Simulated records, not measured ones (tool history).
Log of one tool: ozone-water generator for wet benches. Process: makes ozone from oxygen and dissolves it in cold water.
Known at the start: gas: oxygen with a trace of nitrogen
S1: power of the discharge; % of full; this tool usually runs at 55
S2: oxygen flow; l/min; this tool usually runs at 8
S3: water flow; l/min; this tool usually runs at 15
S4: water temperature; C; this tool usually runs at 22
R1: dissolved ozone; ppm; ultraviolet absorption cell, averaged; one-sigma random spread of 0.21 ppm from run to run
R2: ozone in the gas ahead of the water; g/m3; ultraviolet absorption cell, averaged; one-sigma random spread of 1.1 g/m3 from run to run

run	hour	S1	S2	S3	S4	R1	R2
1	0	55	8	15	22	30.6	203.5
2	207.2	55	8	15	22	30.5	206.3
3	340.5	55	8	15	22	30.3	202.8
4	483.2	55	8.26	15	22	30.1	204.7
5	630.5	55	8.26	15	22	30.4	203.6
6	764.7	55	8.26	15	22	30.3	202.1
7	859.3	55	8.26	15	22	30.1	202.6
8	1010.8	55	8	15	22	30.1	205.4
9	1185.5	55	8	15	22	30.1	204.4
10	1321.3	55	8	15	22	30.1	203.4
11	1447.5	55	8	15	22	30.7	204.3
12	1543.8	55	8	15	22	30.4	206.3
13	1733.3	55	8	15	22	30.6	204.5
14	1850.2	55	8	15	22	30.1	205.6
15	1998.7	55	8	15	22	30.6	205.3
16	2113.4	55	4.35	15	22	28.6	247.7
17	2302.6	45	4.35	15	22	26	225.6
18	2428.2	55	8	13	25	30.9	206
19	2574.5	55	8	13	25	30.7	204.7
20	2703.3	63	12.15	22	24	24	192.3
21	2806.7	55	4.94	10	22	37.8	237.8
22	2911.9	55	4.05	15	22	28.5	255.9
23	3085.4	49	4.05	22	22	19.1	242.5
24	3172.8	50	9.42	18	22	25.9	184.1
25	3282.7	50	9.42	18	22	25.8	184.9
26	3480.6	94	11.18	11	20	48.4	239.5
27	3653.3	94	11.18	15	15	46	238.1
28	3847	57	4.32	22	21	21.4	255.6
29	3991.2	55	14.28	15	14	35.5	170.4
30	4086.7	86	6.93	12	18	46.6	267.8
31	4192	52	13.03	18	21	26.9	168
32	4335	52	5.69	12	21	33.7	224.9

Removed from this log: 3 entries logged between the listed runs. Between which two listed runs does each belong, and how does the tool's hidden state at the listed run before it compare with that at the listed run after it?
From run 17 to run 18: water thermometer calibrated (hour 2379.9)
  true water temperature over the reading, C: 0.01 -> 0
From run 26 to run 27: contactor cleaned (hour 3545.5)
  contactor's efficiency, % of a clean one's: 99.8 -> 100
From run 30 to run 31: electrodes of the discharge changed (hour 4185.7)
  yield of the discharge, % of new electrodes': 99.7 -> 100
